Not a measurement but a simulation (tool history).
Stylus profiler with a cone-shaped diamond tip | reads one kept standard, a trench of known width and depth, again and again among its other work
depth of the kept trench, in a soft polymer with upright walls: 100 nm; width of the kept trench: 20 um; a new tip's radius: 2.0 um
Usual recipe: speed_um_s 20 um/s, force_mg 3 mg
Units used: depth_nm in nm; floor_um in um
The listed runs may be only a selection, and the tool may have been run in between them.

run 1 hour=0 | speed_um_s=20 force_mg=3 | depth_nm=102.03 floor_um=17.73
-- hour=56.8 height scale calibrated on a step standard
run 2 hour=89.9 | speed_um_s=20 force_mg=3 | depth_nm=102.07 floor_um=17.73
run 3 hour=185.3 | speed_um_s=20 force_mg=3 | depth_nm=101.99 floor_um=17.66
run 4 hour=251.7 | speed_um_s=20 force_mg=3 | depth_nm=102.09 floor_um=17.66
run 5 hour=326.1 | speed_um_s=20 force_mg=3 | depth_nm=102.05 floor_um=17.64
-- hour=437.7 new tip fitted, height scale calibrated
run 6 hour=445.9 | speed_um_s=12 force_mg=3 | depth_nm=101.42 floor_um=18.74
run 7 hour=566.7 | speed_um_s=12 force_mg=3 | depth_nm=101.35 floor_um=18.72
-- hour=582.3 height scale calibrated on a step standard, once more
run 8 hour=682.5 | speed_um_s=12 force_mg=3 | depth_nm=101.36 floor_um=18.62
run 9 hour=800.7 | speed_um_s=12 force_mg=3 | depth_nm=101.47 floor_um=18.61
run 10 hour=866.7 | speed_um_s=11 force_mg=3 | depth_nm=101.24 floor_um=18.6
run 11 hour=966.9 | speed_um_s=11 force_mg=3 | depth_nm=101.26 floor_um=18.6
run 12 hour=1027.8 | speed_um_s=5 force_mg=1.17 | depth_nm=100.66 floor_um=18.57
run 13 hour=1125.3 | speed_um_s=7 force_mg=1.68 | depth_nm=100.96 floor_um=18.57
run 14 hour=1251.8 | speed_um_s=20 force_mg=3.07 | depth_nm=101.19 floor_um=18.44
run 15 hour=1316.7 | speed_um_s=8 force_mg=3.73 | depth_nm=101.38 floor_um=18.48
run 16 hour=1433.8 | speed_um_s=8 force_mg=3.73 | depth_nm=101.42 floor_um=18.47
run 17 hour=1520.7 | speed_um_s=8 force_mg=1.39 | depth_nm=100.73 floor_um=18.38
run 18 hour=1637.7 | speed_um_s=15 force_mg=4.99 | depth_nm=101.69 floor_um=18.43
run 19 hour=1735.9 | speed_um_s=64 force_mg=1.66 | depth_nm=101.09 floor_um=18.18
run 20 hour=1799.1 | speed_um_s=48 force_mg=1.03 | depth_nm=100.6 floor_um=18.2
run 21 hour=1923.1 | speed_um_s=6 force_mg=3.08 | depth_nm=101.37 floor_um=18.3
run 22 hour=2006.4 | speed_um_s=6 force_mg=3.08 | depth_nm=101.59 floor_um=18.32

Some steps in depth_nm, run to run, broken into two amounts with sign: the step expected even without the hidden condition (settings, incoming material, random variation), and the rest, left for the hidden condition together with whatever gauge scatter is not in both the measured and the hidden-condition-free result:
Hidden state at play: radius of the tip, um; height scale over the true one, %; drift of the gauge itself on depth_nm, %; drift of the gauge itself on floor_um, %.
Run 1 -> 2: height scale calibrated on a step standard. depth_nm +0.04 nm: hidden state +0.13, all else -0.09.
Run 5 -> 6: speed_um_s 20 -> 12, new tip fitted, height scale calibrated. depth_nm -0.63 nm: hidden state -0.92, all else +0.29.
Run 17 -> 18: speed_um_s 8 -> 15, force_mg 1.39 -> 4.99. depth_nm +0.96 nm: hidden state +0.02, all else +0.94.
Run 20 -> 21: speed_um_s 48 -> 6, force_mg 1.03 -> 3.08. depth_nm +0.77 nm: hidden state +0.02, all else +0.75.
